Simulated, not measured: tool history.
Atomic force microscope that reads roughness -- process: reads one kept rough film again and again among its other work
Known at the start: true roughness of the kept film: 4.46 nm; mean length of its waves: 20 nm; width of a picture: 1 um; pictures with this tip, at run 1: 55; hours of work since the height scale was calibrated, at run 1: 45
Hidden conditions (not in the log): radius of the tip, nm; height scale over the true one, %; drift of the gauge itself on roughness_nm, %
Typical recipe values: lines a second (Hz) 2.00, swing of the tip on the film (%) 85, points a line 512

run    day  lines a second (Hz)  swing of the tip on the film (%)  points a line  pictures with this tip  hours of work since the height scale was calibrated  roughness of the kept film (nm (root mean square))
  1  0.000                 2.00                                85            512                      55                                                   45                                               1.892
  2  0.250                 2.00                                85            512                      66                                                   49                                               1.807
  3  0.708                 2.00                                85            316                      86                                                   55                                               1.697
  4  1.158                 2.00                                56            316                     106                                                   62                                               1.869
  5  1.496                 2.00                                56            316                     121                                                   67                                               1.788
  6  2.050                 2.00                                77            512                     145                                                   75                                               1.536
  7  2.567                 2.00                                77            512                     168                                                   82                                               1.451
  8  3.096                 2.00                                85            512                     191                                                   90                                               1.269
  9  3.488                 2.00                                85            512                     209                                                   96                                               1.228
 10  4.004                 2.00                                58            512                     231                                                  103                                               1.380
     4.446  -- new tip fitted
 11  4.475                 2.00                                58            920                       1                                                  110                                               2.890
 12  4.942                 2.00                                81            680                      22                                                  117                                               2.312
 13  5.379                 0.72                                81            680                      41                                                  123                                               2.388
 14  5.796                 2.00                                59            316                      60                                                  129                                               2.216
 15  6.221                 2.00                                59            316                      78                                                  135                                               2.079
 16  6.525                 0.82                                85            616                      92                                                  140                                               1.949
 17  6.838                 1.08                                85            616                     106                                                  144                                               1.830

Each row is a separate what-if for the run after 17, all from the same tool condition, not one after another. Results?
  A  7.367                 0.68                                85            956                     129                                                  152                                                   ?
  B  7.367                 3.91                                57            296                     129                                                  152                                                   ?
  C  7.367                 1.95                                87            606                     129                                                  152                                                   ?

run  roughness of the kept film (nm (root mean square))
  A                                               1.798
  B                                               1.722
  C                                               1.532
What these runs would have given with no unlogged condition in the tool:
run  roughness of the kept film (nm (root mean square))
  A                                               2.875
  B                                               2.755
  C                                               2.453

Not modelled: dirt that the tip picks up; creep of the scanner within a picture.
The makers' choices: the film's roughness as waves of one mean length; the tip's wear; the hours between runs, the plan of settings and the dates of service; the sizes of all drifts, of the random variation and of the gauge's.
